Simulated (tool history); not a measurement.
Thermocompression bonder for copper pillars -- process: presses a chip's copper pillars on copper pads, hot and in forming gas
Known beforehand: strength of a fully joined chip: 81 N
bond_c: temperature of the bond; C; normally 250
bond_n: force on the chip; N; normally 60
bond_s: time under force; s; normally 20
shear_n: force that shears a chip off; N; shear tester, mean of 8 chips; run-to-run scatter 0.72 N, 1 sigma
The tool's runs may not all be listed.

run,hour,bond_c,bond_n,bond_s,shear_n
1,0.0,250,60,20,55.3
2,15.2,250,60,20,55.0
3,31.2,250,60,20,55.1
4,48.4,250,60,20,53.3
5,68.3,250,38,20,41.5
# hour 80.4: heater calibrated with a thermocouple chip
6,91.8,250,60,20,50.4
7,112.1,250,60,20,49.8
8,124.6,250,60,20,51.1
9,138.0,250,60,20,50.5
10,149.7,250,60,20,51.6
11,170.1,250,60,20,49.2
12,192.0,250,60,40,59.5
13,211.8,250,60,40,58.7
14,231.5,250,60,40,58.8

What will run 15 give?
15,245.5,250,89,15,?

Run 15 produced shear_n 57.7 N.
With no hidden state in the tool, this same run would have given shear_n 60.8 N.

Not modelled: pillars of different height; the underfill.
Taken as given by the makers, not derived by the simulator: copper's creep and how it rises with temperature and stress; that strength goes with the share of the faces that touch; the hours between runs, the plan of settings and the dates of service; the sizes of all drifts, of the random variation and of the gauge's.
